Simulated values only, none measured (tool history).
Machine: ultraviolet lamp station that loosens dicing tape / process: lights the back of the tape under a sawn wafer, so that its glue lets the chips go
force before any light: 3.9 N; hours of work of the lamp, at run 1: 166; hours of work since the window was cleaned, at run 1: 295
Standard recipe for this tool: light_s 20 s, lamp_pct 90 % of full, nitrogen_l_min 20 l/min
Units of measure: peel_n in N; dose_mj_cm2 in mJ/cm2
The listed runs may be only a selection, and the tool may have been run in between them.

run,hour,light_s,lamp_pct,nitrogen_l_min,hours of work of the lamp,hours of work since the window was cleaned,peel_n,dose_mj_cm2
1,0,20,90,20,166,295,0.561,449
2,33.3,16,90,20,185,313,0.878,352
# hour 53.4: window cleaned of glue's vapour
3,56.2,20,90,20,197,2,0.623,422
4,70.4,20,90,20,205,9,0.637,417
5,96.4,20,90,20,219,24,0.672,415
6,112.6,20,90,20,228,33,0.653,404
# hour 115.2: window cleaned of glue's vapour, once more
7,133.4,20,63,20,239,10,0.77,360
8,162.7,20,63,20,255,26,0.775,362
9,182.7,20,63,20,266,37,0.831,354
10,204.1,32,68,23,278,49,0.294,607
11,225.8,24,68,23,290,61,0.527,452
12,259.9,14,63,12,308,80,1.57,239
13,289.4,13,71,12,325,96,1.473,254
14,311.8,13,71,12,337,108,1.503,245
15,332.7,30,76,36,348,119,0.236,605
16,355.7,30,76,36,361,132,0.234,599
17,377.1,30,76,36,373,144,0.236,594
18,408,30,76,10,390,161,0.463,588

What if the next run were any one of these 4? Each begins from the tool's condition after run 18:
A,429.8,30,68,10,402,173,?,?
B,429.8,38,90,11,402,173,?,?
C,429.8,30,74,10,402,173,?,?
D,429.8,30,76,21,402,173,?,?

run,peel_n,dose_mj_cm2
A,0.593,521
B,0.194,888
C,0.511,560
D,0.328,581
Without the tool's unlogged condition, the same runs would have read:
run,peel_n,dose_mj_cm2
A,0.408,632
B,0.129,1078
C,0.343,681
D,0.214,706

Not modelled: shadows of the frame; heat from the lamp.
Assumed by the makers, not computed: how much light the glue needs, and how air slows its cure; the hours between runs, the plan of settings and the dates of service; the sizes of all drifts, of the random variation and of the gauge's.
